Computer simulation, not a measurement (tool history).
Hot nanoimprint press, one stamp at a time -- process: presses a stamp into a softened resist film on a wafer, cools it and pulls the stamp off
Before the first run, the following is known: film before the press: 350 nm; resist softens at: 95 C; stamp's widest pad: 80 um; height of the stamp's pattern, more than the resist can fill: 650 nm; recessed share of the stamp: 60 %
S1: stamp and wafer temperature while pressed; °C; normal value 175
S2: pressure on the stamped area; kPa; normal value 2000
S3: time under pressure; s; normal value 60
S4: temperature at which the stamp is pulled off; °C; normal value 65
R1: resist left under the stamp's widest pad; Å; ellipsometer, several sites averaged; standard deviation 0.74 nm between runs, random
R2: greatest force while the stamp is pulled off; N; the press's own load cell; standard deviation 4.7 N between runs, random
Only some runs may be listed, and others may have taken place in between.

{"run": 1, "hour": 0.0, "S1": 175, "S2": 2000, "S3": 60, "S4": 65, "R1": 1559, "R2": 229}
{"run": 2, "hour": 54.4, "S1": 175, "S2": 2000, "S3": 60, "S4": 65, "R1": 1561, "R2": 229}
{"run": 3, "hour": 128.1, "S1": 175, "S2": 2000, "S3": 60, "S4": 65, "R1": 1555, "R2": 224}
{"run": 4, "hour": 182.1, "S1": 175, "S2": 1870, "S3": 60, "S4": 65, "R1": 1606, "R2": 229}
{"hour": 242.6, "done": "press's hydraulic seals changed and the load cell set to zero"}
{"run": 5, "hour": 280.0, "S1": 175, "S2": 1870, "S3": 60, "S4": 65, "R1": 1612, "R2": 233}
{"hour": 300.2, "done": "stamp cleaned and given a new release coat"}
{"run": 6, "hour": 337.2, "S1": 175, "S2": 1870, "S3": 60, "S4": 65, "R1": 1610, "R2": 226}
{"run": 7, "hour": 384.0, "S1": 175, "S2": 1870, "S3": 60, "S4": 65, "R1": 1616, "R2": 230}
{"run": 8, "hour": 472.8, "S1": 175, "S2": 2000, "S3": 60, "S4": 56, "R1": 1553, "R2": 277}
{"hour": 489.7, "done": "plate thermocouple calibrated"}
{"run": 9, "hour": 525.7, "S1": 175, "S2": 2380, "S3": 60, "S4": 65, "R1": 1434, "R2": 238}
{"run": 10, "hour": 604.3, "S1": 175, "S2": 2380, "S3": 60, "S4": 65, "R1": 1449, "R2": 239}
{"run": 11, "hour": 657.7, "S1": 175, "S2": 2000, "S3": 60, "S4": 65, "R1": 1553, "R2": 239}
{"run": 12, "hour": 738.0, "S1": 175, "S2": 2000, "S3": 60, "S4": 65, "R1": 1564, "R2": 229}
{"run": 13, "hour": 836.4, "S1": 175, "S2": 2000, "S3": 60, "S4": 64, "R1": 1560, "R2": 236}
{"hour": 893.0, "done": "stamp cleaned and given a new release coat"}
{"run": 14, "hour": 911.8, "S1": 175, "S2": 2000, "S3": 60, "S4": 50, "R1": 1563, "R2": 317}
{"run": 15, "hour": 953.5, "S1": 175, "S2": 2000, "S3": 60, "S4": 50, "R1": 1554, "R2": 319}
{"run": 16, "hour": 997.0, "S1": 175, "S2": 2000, "S3": 60, "S4": 50, "R1": 1555, "R2": 318}
{"run": 17, "hour": 1093.0, "S1": 175, "S2": 2000, "S3": 60, "S4": 72, "R1": 1559, "R2": 190}
{"hour": 1119.9, "done": "plate thermocouple calibrated"}
{"run": 18, "hour": 1198.6, "S1": 175, "S2": 2000, "S3": 60, "S4": 72, "R1": 1569, "R2": 188}
{"hour": 1267.2, "done": "press's hydraulic seals changed and the load cell set to zero"}
{"run": 19, "hour": 1296.4, "S1": 175, "S2": 2000, "S3": 60, "S4": 72, "R1": 1553, "R2": 191}
{"run": 20, "hour": 1371.4, "S1": 175, "S2": 2000, "S3": 60, "S4": 72, "R1": 1562, "R2": 188}
{"run": 21, "hour": 1442.6, "S1": 175, "S2": 2000, "S3": 60, "S4": 72, "R1": 1561, "R2": 200}
{"hour": 1489.0, "done": "stamp cleaned and given a new release coat"}
{"run": 22, "hour": 1512.2, "S1": 174, "S2": 2350, "S3": 38, "S4": 66, "R1": 1772, "R2": 222}
{"run": 23, "hour": 1560.4, "S1": 175, "S2": 2300, "S3": 60, "S4": 65, "R1": 1445, "R2": 230}
{"run": 24, "hour": 1632.9, "S1": 175, "S2": 2300, "S3": 60, "S4": 65, "R1": 1466, "R2": 222}

What does the tool deliver on the next run?
{"run": 25, "hour": 1702.7, "S1": 171, "S2": 2300, "S3": 50, "S4": 65, "R1": "?", "R2": "?"}

Run 25 measured R1 1781 Å, R2 225 N.
With no hidden state in the tool, this same run would have given R1 1778 Å, R2 224 N.
